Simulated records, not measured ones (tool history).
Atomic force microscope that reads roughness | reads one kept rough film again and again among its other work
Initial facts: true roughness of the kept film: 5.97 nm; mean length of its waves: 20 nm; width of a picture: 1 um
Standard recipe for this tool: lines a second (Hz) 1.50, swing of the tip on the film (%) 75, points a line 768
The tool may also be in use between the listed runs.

run   hour  lines a second (Hz)  swing of the tip on the film (%)  points a line  roughness of the kept film (nm (root mean square))
  1    0.0                 1.50                                75            768                                               3.580
  2    9.4                 1.50                                75            403                                               3.558
  3   21.7                 1.50                                75            403                                               3.551
  4   34.1                 1.50                                75            403                                               3.502
  5   44.7                 1.50                                75            403                                               3.509
  6   56.6                 1.50                                59            403                                               3.628
  7   64.8                 1.50                                59            403                                               3.633
  8   73.5                 1.50                                59            403                                               3.601
      75.5  -- new tip fitted
  9   86.3                 1.50                                64            768                                               3.676
 10   94.8                 1.50                                75            768                                               3.576
 11  106.1                 1.50                                75            768                                               3.563
 12  112.4                 1.50                                75            768                                               3.566
 13  122.1                 1.50                                75            768                                               3.538
 14  128.1                 0.63                                75            840                                               3.659
 15  134.6                 1.65                                75            708                                               3.572
 16  142.9                 1.65                                79            264                                               3.404
 17  150.1                 1.65                                88            803                                               3.395
     157.1  -- new tip fitted
 18  158.6                 3.17                                57            358                                               3.566
 19  170.7                 1.50                                89            333                                               3.358
 20  181.0                 0.68                                89            759                                               3.580
 21  188.9                 0.68                                89            759                                               3.590
 22  198.5                 0.68                                89            759                                               3.601
 23  206.2                 3.66                                80            626                                               3.246
 24  216.0                 3.66                                80            626                                               3.257

5 options for the next run, each taken on its own from the tool as it stands now. Forecast them:
  A  222.7                 1.05                                57            712                                                   ?
  B  222.7                 1.09                                75            281                                                   ?
  C  222.7                 1.43                                87            486                                                   ?
  D  222.7                 1.50                                75            523                                                   ?
  E  222.7                 1.90                                80            551                                                   ?

run  roughness of the kept film (nm (root mean square))
  A                                               3.658
  B                                               3.493
  C                                               3.441
  D                                               3.562
  E                                               3.465
Take away the tool's hidden state, keep each run's random variation, and the runs would have read:
run  roughness of the kept film (nm (root mean square))
  A                                               3.677
  B                                               3.511
  C                                               3.458
  D                                               3.580
  E                                               3.482
